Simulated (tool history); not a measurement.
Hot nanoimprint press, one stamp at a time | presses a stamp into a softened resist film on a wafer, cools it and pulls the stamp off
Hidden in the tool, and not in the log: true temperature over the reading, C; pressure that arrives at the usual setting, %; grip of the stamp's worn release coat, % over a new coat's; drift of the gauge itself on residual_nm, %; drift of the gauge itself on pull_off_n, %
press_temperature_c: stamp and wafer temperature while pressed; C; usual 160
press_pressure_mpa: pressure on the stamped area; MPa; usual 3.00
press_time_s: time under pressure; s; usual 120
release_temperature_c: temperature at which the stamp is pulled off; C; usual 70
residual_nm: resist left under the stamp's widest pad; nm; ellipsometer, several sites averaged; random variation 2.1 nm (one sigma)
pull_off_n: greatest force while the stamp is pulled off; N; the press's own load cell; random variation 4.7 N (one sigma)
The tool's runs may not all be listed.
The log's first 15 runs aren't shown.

| run | hour | press_temperature_c | press_pressure_mpa | press_time_s | release_temperature_c | hours of work since the thermocouple was calibrated | imprints on the stamp's release coat | hours of work since the press's seals were changed | residual_nm | pull_off_n |
|---|---|---|---|---|---|---|---|---|---|---|
| 16 | 359.5 | 160 | 3.00 | 120 | 70 | 157 | 804 | 626 | 346.0 | 270 |
| 17 | 384.0 | 164 | 4.48 | 76 | 63 | 169 | 845 | 638 | 299.3 | 322 |
| 18 | 414.7 | 164 | 4.48 | 76 | 63 | 184 | 898 | 653 | 295.2 | 313 |
| 19 | 432.3 | 154 | 3.00 | 120 | 70 | 192 | 928 | 661 | 433.3 | 279 |
| 20 | 453.8 | 149 | 3.00 | 76 | 55 | 202 | 964 | 672 | 553.2 | 364 |
| 21 | 478.8 | 156 | 3.00 | 76 | 72 | 214 | 1007 | 684 | 459.3 | 287 |
| 22 | 494.2 | 154 | 2.52 | 195 | 64 | 222 | 1033 | 691 | 398.1 | 320 |
| 23 | 514.7 | 154 | 2.52 | 195 | 57 | 232 | 1068 | 701 | 397.9 | 357 |
| 24 | 536.9 | 155 | 2.48 | 123 | 70 | 242 | 1106 | 712 | 449.1 | 296 |
| 25 | 553.4 | 155 | 2.48 | 123 | 70 | 250 | 1134 | 720 | 449.1 | 289 |
| 26 | 584.0 | 155 | 2.48 | 123 | 70 | 265 | 1186 | 734 | 447.5 | 285 |
| 27 | 602.7 | 155 | 2.48 | 123 | 70 | 274 | 1218 | 743 | 446.7 | 292 |
| 28 | 618.9 | 157 | 4.46 | 144 | 69 | 282 | 1245 | 751 | 318.8 | 319 |
| 29 | 645.6 | 157 | 4.46 | 144 | 69 | 295 | 1291 | 764 | 315.8 | 303 |
| 30 | 674.3 | 160 | 3.00 | 89 | 70 | 308 | 1340 | 778 | 394.8 | 313 |
| 31 | 688.1 | 160 | 3.00 | 114 | 70 | 315 | 1363 | 784 | 366.0 | 313 |

3 ways to go on from here, each from the tool as it stands after run 31. What would each give?
| A | 720.3 | 165 | 4.27 | 156 | 70 | 330 | 1418 | 800 | ? | ? |
| B | 720.3 | 160 | 2.06 | 165 | 65 | 330 | 1418 | 800 | ? | ? |
| C | 720.3 | 160 | 3.00 | 104 | 56 | 330 | 1418 | 800 | ? | ? |

| run | residual_nm | pull_off_n |
|---|---|---|
| A | 226.7 | 306 |
| B | 374.2 | 329 |
| C | 375.0 | 384 |
Without the tool's hidden state the same runs would have given:
| run | residual_nm | pull_off_n |
|---|---|---|
| A | 206.8 | 229 |
| B | 351.5 | 246 |
| C | 349.9 | 288 |
